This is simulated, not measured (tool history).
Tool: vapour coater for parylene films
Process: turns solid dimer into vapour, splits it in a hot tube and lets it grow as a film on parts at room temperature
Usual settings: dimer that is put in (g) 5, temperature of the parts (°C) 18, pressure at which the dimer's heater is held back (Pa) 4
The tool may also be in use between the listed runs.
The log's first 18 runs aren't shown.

run   hour  dimer that is put in (g)  temperature of the parts (°C)  pressure at which the dimer's heater is held back (Pa)  hours of work since the trap's valve was overhauled  hours of work since the table's thermometer was calibrated  thickness of the film (µm)
 19  275.8                         2                             18                                                       4                                                  266                                                         571                        0.59
 20  287.3                         5                             23                                                       4                                                  276                                                         580                        1.26
 21  303.7                         5                             23                                                       4                                                  289                                                         594                        1.24
     328.9  -- trap's valve overhauled
 22  329.1                         5                             18                                                       4                                                    0                                                         612                        1.45
 23  351.1                         5                             18                                                       4                                                   18                                                         630                         1.4
 24  361.3                         4                             11                                                    2.98                                                   27                                                         638                         1.4
 25  383.9                         5                             24                                                    3.53                                                   45                                                         657                        1.25
 26  405.3                         2                             24                                                    3.53                                                   63                                                         674                        0.53
 27  422.6                         2                             24                                                    3.53                                                   77                                                         688                        0.47
 28  444.3                         3                             14                                                    7.51                                                   95                                                         706                        0.89
 29  467.6                         4                             13                                                    9.84                                                  114                                                         725                        1.15

The next listed run, before its measurement:
 30  477.9                         5                             21                                                       4                                                  123                                                         734                           ?

{"run 30": {"thickness of the film (µm)": 1.33}}
Without the tool's hidden state the same run would have given thickness of the film (µm) 1.33.

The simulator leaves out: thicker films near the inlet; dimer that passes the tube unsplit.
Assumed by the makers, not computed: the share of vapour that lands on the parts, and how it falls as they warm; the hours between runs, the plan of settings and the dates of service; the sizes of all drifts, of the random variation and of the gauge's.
